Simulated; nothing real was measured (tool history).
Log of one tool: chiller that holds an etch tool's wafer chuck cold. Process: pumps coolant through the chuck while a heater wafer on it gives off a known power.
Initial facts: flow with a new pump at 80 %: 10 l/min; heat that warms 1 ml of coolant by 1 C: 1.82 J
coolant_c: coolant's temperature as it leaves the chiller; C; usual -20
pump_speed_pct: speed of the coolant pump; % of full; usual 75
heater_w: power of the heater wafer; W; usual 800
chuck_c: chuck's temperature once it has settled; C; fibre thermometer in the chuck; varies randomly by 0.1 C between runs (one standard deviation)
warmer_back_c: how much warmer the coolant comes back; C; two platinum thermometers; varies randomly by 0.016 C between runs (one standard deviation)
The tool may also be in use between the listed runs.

{"run": 1, "hour": 0.0, "coolant_c": -20, "pump_speed_pct": 75, "heater_w": 800, "chuck_c": -10.7, "warmer_back_c": 2.86}
{"run": 2, "hour": 109.1, "coolant_c": -20, "pump_speed_pct": 75, "heater_w": 800, "chuck_c": -10.7, "warmer_back_c": 2.87}
{"run": 3, "hour": 190.5, "coolant_c": -20, "pump_speed_pct": 75, "heater_w": 800, "chuck_c": -10.6, "warmer_back_c": 2.89}
{"run": 4, "hour": 241.5, "coolant_c": -20, "pump_speed_pct": 75, "heater_w": 800, "chuck_c": -10.4, "warmer_back_c": 2.89}
{"run": 5, "hour": 323.5, "coolant_c": -20, "pump_speed_pct": 75, "heater_w": 800, "chuck_c": -10.5, "warmer_back_c": 2.88}
{"run": 6, "hour": 375.6, "coolant_c": -20, "pump_speed_pct": 75, "heater_w": 559, "chuck_c": -13.4, "warmer_back_c": 2.06}
{"run": 7, "hour": 446.6, "coolant_c": -20, "pump_speed_pct": 83, "heater_w": 800, "chuck_c": -11.1, "warmer_back_c": 2.59}
{"run": 8, "hour": 522.4, "coolant_c": -20, "pump_speed_pct": 75, "heater_w": 800, "chuck_c": -10.3, "warmer_back_c": 2.91}
{"run": 9, "hour": 614.5, "coolant_c": -17, "pump_speed_pct": 75, "heater_w": 800, "chuck_c": -7.5, "warmer_back_c": 2.91}
{"run": 10, "hour": 679.8, "coolant_c": -13, "pump_speed_pct": 75, "heater_w": 559, "chuck_c": -6.1, "warmer_back_c": 2.02}

Expected results for the next run?
{"run": 11, "hour": 796.2, "coolant_c": -13, "pump_speed_pct": 75, "heater_w": 559, "chuck_c": "?", "warmer_back_c": "?"}

Logged for run 11: chuck_c -6.3 C, warmer_back_c 2.05 C.
With no hidden state in the tool, this same run would have given chuck_c -7.2 C, warmer_back_c 1.99 C.

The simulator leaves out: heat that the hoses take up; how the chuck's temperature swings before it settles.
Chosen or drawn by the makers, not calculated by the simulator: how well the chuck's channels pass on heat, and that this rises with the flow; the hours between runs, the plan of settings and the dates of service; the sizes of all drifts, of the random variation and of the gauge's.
